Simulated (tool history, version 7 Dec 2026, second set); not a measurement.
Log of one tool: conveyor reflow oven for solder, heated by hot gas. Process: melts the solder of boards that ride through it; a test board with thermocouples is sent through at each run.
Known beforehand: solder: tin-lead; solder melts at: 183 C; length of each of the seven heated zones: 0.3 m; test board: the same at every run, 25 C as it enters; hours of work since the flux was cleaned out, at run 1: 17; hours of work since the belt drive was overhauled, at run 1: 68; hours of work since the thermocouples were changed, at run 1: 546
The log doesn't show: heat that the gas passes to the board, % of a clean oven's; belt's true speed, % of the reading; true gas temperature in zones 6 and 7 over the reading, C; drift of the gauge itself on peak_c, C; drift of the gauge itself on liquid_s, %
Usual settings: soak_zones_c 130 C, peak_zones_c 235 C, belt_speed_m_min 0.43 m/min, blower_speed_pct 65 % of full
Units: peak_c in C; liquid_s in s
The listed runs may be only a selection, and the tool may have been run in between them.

run	day	soak_zones_c	peak_zones_c	belt_speed_m_min	blower_speed_pct	hours of work since the flux was cleaned out	hours of work since the belt drive was overhauled	hours of work since the thermocouples were changed	peak_c	liquid_s
1	0	130	235	0.43	65	17	68	546	211.7	53.9
2	1.946	130	235	0.43	65	38	90	568	212.2	53.6
3	3.912	130	235	0.43	65	59	111	589	211.2	54.4
4	6.521	130	235	0.43	65	88	140	618	211	53.2
5	8.679	130	235	0.43	65	111	163	641	211.4	52.6
6	10.196	130	235	0.43	65	128	180	658	210.3	51.4
7	13.375	130	235	0.43	65	163	214	692	211	52.6
8	15.479	130	235	0.377	65	186	237	715	215.2	65.6
9	17.658	130	235	0.377	65	209	261	739	215.1	66
10	20.533	130	239	0.43	65	241	293	771	213.8	54.6
# day 21.454: flux residue cleaned out of gas plates and filters
11	22.692	130	239	0.43	65	14	314	792	214	57.7
12	25.854	130	235	0.43	65	48	348	826	210.3	52.7
13	28.538	130	235	0.43	65	77	378	856	210.7	53.1
14	30.758	130	235	0.43	65	102	402	880	209.7	52
15	32.175	130	235	0.43	63	117	417	895	208.8	52.3
16	34.388	130	235	0.43	63	141	442	920	210.2	51.8
17	36.212	130	235	0.43	63	161	461	939	208.7	51.4
18	39.304	130	235	0.43	63	195	495	973	209.2	50.6
19	41.667	130	235	0.43	63	221	521	999	208.3	50.3
20	43.288	130	235	0.43	63	238	539	1017	208.8	50.1
# day 44.458: flux residue cleaned out of gas plates and filters
21	45.9	130	223	0.382	65	16	565	1043	203.6	51.5
22	48.375	118	235	0.383	65	43	592	1070	211.6	58.1
23	51.567	127	235	0.383	85	78	627	1105	218.1	68.7
24	54.738	127	235	0.383	85	112	661	1139	217.2	66.5
25	56.488	127	237	0.434	85	131	680	1159	215.3	56.7
26	58.612	116	235	0.43	51	155	704	1182	199.5	34
27	59.917	116	237	0.43	78	169	718	1196	211.5	49.4
28	63.054	144	235	0.5	55	203	752	1230	202.8	39.9
29	65.675	144	235	0.5	55	232	781	1259	202.5	37.5
# day 67.512: flux residue cleaned out of gas plates and filters
30	68.467	116	225	0.51	53	10	809	1287	187.3	7.5
31	69.871	122	230	0.43	63	26	824	1302	203.2	42.2

Take each entry between the runs: how does the hidden state at the last listed run before it differ from the hidden state at the first listed run after it?
Logged between run 10 and run 11: flux residue cleaned out of gas plates and filters (day 21.454)
  heat that the gas passes to the board, % of a clean oven's: 93.9 -> 99.2; belt's true speed, % of the reading: 99.75 -> 99.73; true gas temperature in zones 6 and 7 over the reading, C: -3.24 -> -3.32
  what was measured, less what the result would be without the hidden state, peak_c: -4.4 -> -2.9 C; liquid_s: -4.3 -> -2.5 s
Logged between run 20 and run 21: flux residue cleaned out of gas plates and filters (day 44.458)
  heat that the gas passes to the board, % of a clean oven's: 93.8 -> 97.7; belt's true speed, % of the reading: 99.53 -> 99.51; true gas temperature in zones 6 and 7 over the reading, C: -4.12 -> -4.2
  what was measured, less what the result would be without the hidden state, peak_c: -5 -> -3.9 C; liquid_s: -5.4 -> -5.1 s
Logged between run 29 and run 30: flux residue cleaned out of gas plates and filters (day 67.512)
  heat that the gas passes to the board, % of a clean oven's: 92.7 -> 99.4; belt's true speed, % of the reading: 99.31 -> 99.29; true gas temperature in zones 6 and 7 over the reading, C: -4.94 -> -5.04
  what was measured, less what the result would be without the hidden state, peak_c: -5.4 -> -3.6 C; liquid_s: -6.4 -> -6.3 s
